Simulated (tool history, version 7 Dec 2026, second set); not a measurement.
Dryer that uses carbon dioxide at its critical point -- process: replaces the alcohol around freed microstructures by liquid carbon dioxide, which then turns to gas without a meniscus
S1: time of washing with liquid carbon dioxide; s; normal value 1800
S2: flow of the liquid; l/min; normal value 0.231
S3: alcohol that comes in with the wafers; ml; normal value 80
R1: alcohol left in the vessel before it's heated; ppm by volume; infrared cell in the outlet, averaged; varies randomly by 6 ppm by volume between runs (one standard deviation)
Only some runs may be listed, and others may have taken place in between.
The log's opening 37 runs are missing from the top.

run 38 hour=619.2 | S1=1200 S2=0.262 S3=65 | R1=1009
run 39 hour=642.2 | S1=1920 S2=0.231 S3=23 | R1=129
run 40 hour=657.6 | S1=1800 S2=0.249 S3=23 | R1=107
run 41 hour=674.4 | S1=1800 S2=0.14 S3=80 | R1=3211
run 42 hour=687.9 | S1=2280 S2=0.14 S3=80 | R1=1373
run 43 hour=697.8 | S1=1140 S2=0.237 S3=45 | R1=1392
run 44 hour=712 | S1=1800 S2=0.231 S3=52 | R1=303
run 45 hour=723.4 | S1=1800 S2=0.231 S3=52 | R1=307
run 46 hour=746.4 | S1=2160 S2=0.178 S3=58 | R1=492

Branching from run 46: 5 alternative next runs. What would each branch give?
run A hour=758.1 | S1=2160 S2=0.361 S3=58 | R1=?
run B hour=758.1 | S1=1800 S2=0.231 S3=91 | R1=?
run C hour=758.1 | S1=1140 S2=0.178 S3=58 | R1=?
run D hour=758.1 | S1=1320 S2=0.276 S3=80 | R1=?
run E hour=758.1 | S1=1920 S2=0.22 S3=69 | R1=?

run=A R1=68
run=B R1=503
run=C R1=4510
run=D R1=830
run=E R1=387
The same runs, with their run-to-run variation unchanged, on a tool lacking any hidden condition would have given:
run=A R1=8
run=B R1=242
run=C R1=3322
run=D R1=457
run=E R1=180
